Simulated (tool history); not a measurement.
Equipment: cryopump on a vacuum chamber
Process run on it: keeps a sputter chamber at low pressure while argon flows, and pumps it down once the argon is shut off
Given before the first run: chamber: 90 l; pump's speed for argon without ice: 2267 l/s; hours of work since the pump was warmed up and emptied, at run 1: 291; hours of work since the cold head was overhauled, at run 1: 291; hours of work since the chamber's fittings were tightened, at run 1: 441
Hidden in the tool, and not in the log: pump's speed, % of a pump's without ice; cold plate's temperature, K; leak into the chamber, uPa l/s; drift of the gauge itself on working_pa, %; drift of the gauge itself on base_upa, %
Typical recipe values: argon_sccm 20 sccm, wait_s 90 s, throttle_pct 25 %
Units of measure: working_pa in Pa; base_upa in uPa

run,hour,argon_sccm,wait_s,throttle_pct,hours of work since the pump was warmed up and emptied,hours of work since the cold head was overhauled,hours of work since the chamber's fittings were tightened,working_pa,base_upa
1,0.0,20,90,25,291,291,441,0.0612,0.80
2,15.3,20,27,25,304,304,454,0.0596,2.11
3,29.5,20,27,25,316,316,466,0.0608,2.14
4,36.2,36,90,25,322,322,471,0.1082,0.82
5,44.4,36,90,25,329,329,478,0.1099,0.82
6,58.0,36,90,25,341,341,490,0.1098,0.83
7,64.6,36,90,25,346,346,496,0.1093,0.82
8,75.2,20,90,26,355,355,505,0.0583,0.83
9,86.6,20,90,26,365,365,514,0.0580,0.81
10,101.2,20,90,27,377,377,527,0.0564,0.86
11,117.4,20,43,25,391,391,541,0.0614,1.43
12,127.4,16,90,25,400,400,549,0.0487,0.87
13,139.2,16,90,25,410,410,559,0.0487,0.84
14,146.7,20,90,25,416,416,566,0.0607,0.91
15,162.1,20,90,25,429,429,579,0.0617,0.87
16,170.7,20,81,25,437,437,586,0.0612,0.95
17,182.7,20,81,25,447,447,596,0.0613,0.95
18,192.3,20,81,25,455,455,604,0.0611,1.00
19,207.0,8,143,52,467,467,617,0.0120,0.68
20,222.7,30,90,36,481,481,630,0.0648,0.91
21,233.3,21,90,36,490,490,639,0.0448,0.94
22,242.1,9,40,36,497,497,647,0.0191,1.55
23,250.5,16,215,23,505,505,654,0.0524,0.60
24,264.9,16,215,23,517,517,666,0.0536,0.58
25,277.2,16,269,23,527,527,677,0.0532,0.54
26,293.1,20,171,38,541,541,690,0.0401,0.65
27,307.1,20,171,38,553,553,702,0.0414,0.62
28,314.8,20,50,48,559,559,709,0.0328,1.39
29,327.8,9,90,25,570,570,720,0.0277,0.93
30,335.4,13,97,25,577,577,726,0.0393,0.92
31,349.5,10,97,16,589,589,738,0.0484,0.91
32,357.9,10,97,16,596,596,745,0.0470,0.90
33,367.2,10,97,16,604,604,753,0.0477,0.92
34,380.6,10,97,16,615,615,765,0.0480,0.91
35,393.7,13,28,25,626,626,776,0.0403,2.17
36,400.2,13,28,25,632,632,781,0.0400,2.15

Below, some changes in working_pa between adjacent runs. For each, the amount present without the hidden state too (settings, incoming material, random variation) and the amount remaining for the hidden state with gauge scatter not shared by both compared results:
Run 7 -> 8: argon_sccm 36 -> 20, throttle_pct 25 -> 26. working_pa -0.0510 Pa: hidden state -0.0008, all else -0.0502.
Run 18 -> 19: argon_sccm 20 -> 8, wait_s 81 -> 143, throttle_pct 25 -> 52. working_pa -0.0491 Pa: hidden state -0.0008, all else -0.0483.
Run 19 -> 20: argon_sccm 8 -> 30, wait_s 143 -> 90, throttle_pct 52 -> 36. working_pa +0.0528 Pa: hidden state +0.0016, all else +0.0512.
Run 21 -> 22: argon_sccm 21 -> 9, wait_s 90 -> 40. working_pa -0.0257 Pa: hidden state -0.0009, all else -0.0248.
Run 28 -> 29: argon_sccm 20 -> 9, wait_s 50 -> 90, throttle_pct 48 -> 25. working_pa -0.0051 Pa: hidden state -0.0010, all else -0.0041.

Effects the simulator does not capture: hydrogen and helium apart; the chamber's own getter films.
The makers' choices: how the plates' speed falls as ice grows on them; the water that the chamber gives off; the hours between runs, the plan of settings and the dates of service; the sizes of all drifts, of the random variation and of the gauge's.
